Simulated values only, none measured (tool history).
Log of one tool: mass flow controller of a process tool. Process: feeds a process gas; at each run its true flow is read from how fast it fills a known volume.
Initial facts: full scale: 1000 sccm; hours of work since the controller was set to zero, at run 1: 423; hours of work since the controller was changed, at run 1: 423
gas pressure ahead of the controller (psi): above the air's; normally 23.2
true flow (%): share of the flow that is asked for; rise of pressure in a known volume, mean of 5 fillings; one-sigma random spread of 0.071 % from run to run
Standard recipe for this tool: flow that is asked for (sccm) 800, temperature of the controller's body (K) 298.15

| run | hour | flow that is asked for (sccm) | gas pressure ahead of the controller (psi) | temperature of the controller's body (K) | hours of work since the controller was set to zero | hours of work since the controller was changed | true flow (%) |
|---|---|---|---|---|---|---|---|
| 1 | 0.0 | 800 | 23.2 | 298.15 | 423 | 423 | 99.57 |
| 2 | 158.8 | 800 | 23.2 | 298.15 | 524 | 524 | 99.42 |
| 3 | 319.9 | 800 | 28.9 | 298.15 | 626 | 626 | 99.25 |
| 4 | 405.7 | 800 | 28.9 | 298.15 | 681 | 681 | 99.16 |
| 5 | 510.8 | 800 | 23.2 | 298.15 | 747 | 747 | 99.45 |
| 6 | 618.4 | 800 | 23.2 | 297.15 | 816 | 816 | 99.33 |
| 7 | 728.4 | 800 | 23.2 | 298.15 | 885 | 885 | 99.44 |
| 8 | 833.3 | 800 | 23.2 | 298.15 | 952 | 952 | 99.34 |
| 9 | 947.6 | 800 | 23.2 | 298.15 | 1025 | 1025 | 99.35 |
| 10 | 1084.1 | 800 | 23.2 | 298.15 | 1111 | 1111 | 99.36 |
| 11 | 1184.3 | 800 | 23.2 | 306.15 | 1175 | 1175 | 100.09 |
| 12 | 1321.6 | 800 | 23.2 | 306.15 | 1262 | 1262 | 100.03 |
| 13 | 1439.5 | 433 | 23.2 | 298.15 | 1337 | 1337 | 98.29 |
| 14 | 1586.3 | 319 | 23.2 | 298.15 | 1430 | 1430 | 97.95 |
| 15 | 1653.9 | 319 | 23.2 | 298.15 | 1473 | 1473 | 97.76 |
|  | 1662.2 | controller's zero set anew |
| 16 | 1732.4 | 232 | 23.2 | 298.15 | 45 | 1522 | 97.30 |
| 17 | 1858.4 | 232 | 23.2 | 307.15 | 125 | 1602 | 98.17 |
| 18 | 2013.3 | 232 | 23.2 | 312.15 | 223 | 1701 | 98.75 |
| 19 | 2120.3 | 800 | 27.3 | 298.15 | 291 | 1769 | 98.91 |
|  | 2157.9 | controller's zero set anew, once more |
| 20 | 2203.6 | 800 | 23.2 | 298.15 | 29 | 1821 | 99.02 |
| 21 | 2338.3 | 800 | 23.2 | 298.15 | 115 | 1907 | 99.03 |
| 22 | 2490.0 | 800 | 23.2 | 298.15 | 211 | 2003 | 99.00 |
| 23 | 2557.8 | 734 | 24.2 | 293.15 | 254 | 2046 | 98.33 |
| 24 | 2673.6 | 734 | 24.2 | 293.15 | 327 | 2119 | 98.16 |
| 25 | 2810.2 | 734 | 20.6 | 300.15 | 414 | 2206 | 99.06 |
| 26 | 2936.0 | 734 | 20.6 | 300.15 | 494 | 2286 | 99.02 |
| 27 | 3073.4 | 734 | 20.6 | 300.15 | 581 | 2373 | 99.12 |
| 28 | 3152.1 | 734 | 20.6 | 300.15 | 631 | 2423 | 98.99 |
| 29 | 3229.6 | 230 | 25.2 | 309.15 | 680 | 2472 | 98.41 |
| 30 | 3372.7 | 230 | 25.2 | 309.15 | 771 | 2563 | 98.24 |
| 31 | 3496.7 | 230 | 25.2 | 309.15 | 850 | 2642 | 98.10 |
| 32 | 3630.9 | 800 | 23.2 | 303.15 | 935 | 2727 | 99.29 |
| 33 | 3736.3 | 212 | 23.2 | 298.15 | 1002 | 2794 | 96.90 |
| 34 | 3902.5 | 325 | 28.9 | 309.15 | 1107 | 2899 | 98.44 |
| 35 | 3986.2 | 325 | 28.9 | 309.15 | 1160 | 2953 | 98.33 |
| 36 | 4110.5 | 392 | 26.4 | 305.15 | 1239 | 3031 | 98.05 |
| 37 | 4266.1 | 219 | 39.5 | 312.15 | 1338 | 3130 | 97.69 |
| 38 | 4377.9 | 219 | 39.5 | 312.15 | 1409 | 3201 | 97.69 |
| 39 | 4475.5 | 219 | 39.5 | 312.15 | 1471 | 3263 | 97.70 |
| 40 | 4580.7 | 219 | 39.5 | 312.15 | 1538 | 3330 | 97.74 |
| 41 | 4714.8 | 247 | 35.7 | 294.15 | 1623 | 3415 | 96.12 |
| 42 | 4836.4 | 254 | 35.7 | 299.15 | 1700 | 3492 | 96.52 |
| 43 | 4978.9 | 800 | 28.7 | 301.15 | 1790 | 3583 | 98.70 |

Per-run results on a tool with no hidden state, each run keeping its own random variation:
The tool's hidden condition here consists of: flow at rest that the sensor doesn't see, % of full scale; true flow over the shown one, %; drift of the gauge itself on true_pct, %.
| run | true flow (%) |
|---|---|
| 1 | 99.72 |
| 2 | 99.60 |
| 3 | 99.48 |
| 4 | 99.40 |
| 5 | 99.72 |
| 6 | 99.62 |
| 7 | 99.76 |
| 8 | 99.69 |
| 9 | 99.72 |
| 10 | 99.76 |
| 11 | 100.51 |
| 12 | 100.49 |
| 13 | 98.86 |
| 14 | 98.63 |
| 15 | 98.46 |
| 16 | 98.31 |
| 17 | 99.24 |
| 18 | 99.86 |
| 19 | 99.60 |
| 20 | 99.60 |
| 21 | 99.64 |
| 22 | 99.65 |
| 23 | 99.00 |
| 24 | 98.86 |
| 25 | 99.79 |
| 26 | 99.79 |
| 27 | 99.92 |
| 28 | 99.80 |
| 29 | 99.49 |
| 30 | 99.36 |
| 31 | 99.27 |
| 32 | 100.21 |
| 33 | 98.19 |
| 34 | 99.62 |
| 35 | 99.54 |
| 36 | 99.23 |
| 37 | 99.16 |
| 38 | 99.20 |
| 39 | 99.25 |
| 40 | 99.32 |
| 41 | 97.69 |
| 42 | 98.10 |
| 43 | 99.94 |
